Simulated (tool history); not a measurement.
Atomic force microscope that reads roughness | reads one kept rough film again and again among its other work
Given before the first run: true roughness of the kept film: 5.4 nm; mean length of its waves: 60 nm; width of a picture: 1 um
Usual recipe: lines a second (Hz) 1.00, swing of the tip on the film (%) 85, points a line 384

run   hour  lines a second (Hz)  swing of the tip on the film (%)  points a line  roughness of the kept film (nm (root mean square))
  1    0.0                 1.00                                85            384                                               4.683
  2   30.7                 1.00                                85            384                                               4.586
  3   48.7                 1.00                                85            384                                               4.549
  4   80.1                 1.00                                85            384                                               4.485
  5   94.1                 1.00                                85            384                                               4.446
  6  107.6                 1.00                                85            384                                               4.416
  7  138.7                 1.00                                85            384                                               4.328
     142.0  -- new tip fitted
  8  153.3                 1.00                                85            384                                               4.901
  9  168.6                 1.00                                85            384                                               4.877
 10  194.1                 1.00                                85            384                                               4.826
 11  217.0                 1.00                                85            345                                               4.743
 12  241.9                 1.00                                85            345                                               4.681
 13  257.1                 1.00                                85            345                                               4.625
 14  288.6                 1.00                                85            345                                               4.535
 15  302.5                 1.00                                85            345                                               4.553
 16  334.1                 1.00                                85            345                                               4.422
 17  362.2                 2.22                                85            345                                               4.121
     378.4  -- new tip fitted
 18  393.4                 2.22                                85            345                                               4.633
 19  422.4                 2.22                                85            345                                               4.552
 20  439.2                 2.22                                85            345                                               4.505
 21  461.9                 1.00                                84            367                                               4.714
 22  482.4                 1.00                                84            367                                               4.652
 23  500.9                 0.63                                85            451                                               4.693
 24  521.4                 1.00                                75            384                                               4.651
 25  546.9                 1.42                                73            384                                               4.543
 26  573.7                 0.98                                56            285                                               4.612
 27  595.3                 0.98                                56            285                                               4.546
     614.4  -- new tip fitted
 28  614.8                 0.98                                56            285                                               5.158
 29  636.8                 1.83                                56            744                                               5.087
 30  660.8                 0.96                                89            733                                               4.815
 31  683.1                 0.90                                64            876                                               4.913
 32  715.7                 0.55                                58            384                                               4.828
 33  748.5                 1.09                                85            384                                               4.545

What will run 34 give?
 34  773.7                 1.00                                85            692                                                   ?

roughness of the kept film (nm (root mean square)): 4.523
Had the tool carried no hidden state, the very same run would have given roughness of the kept film (nm (root mean square)) 4.941.
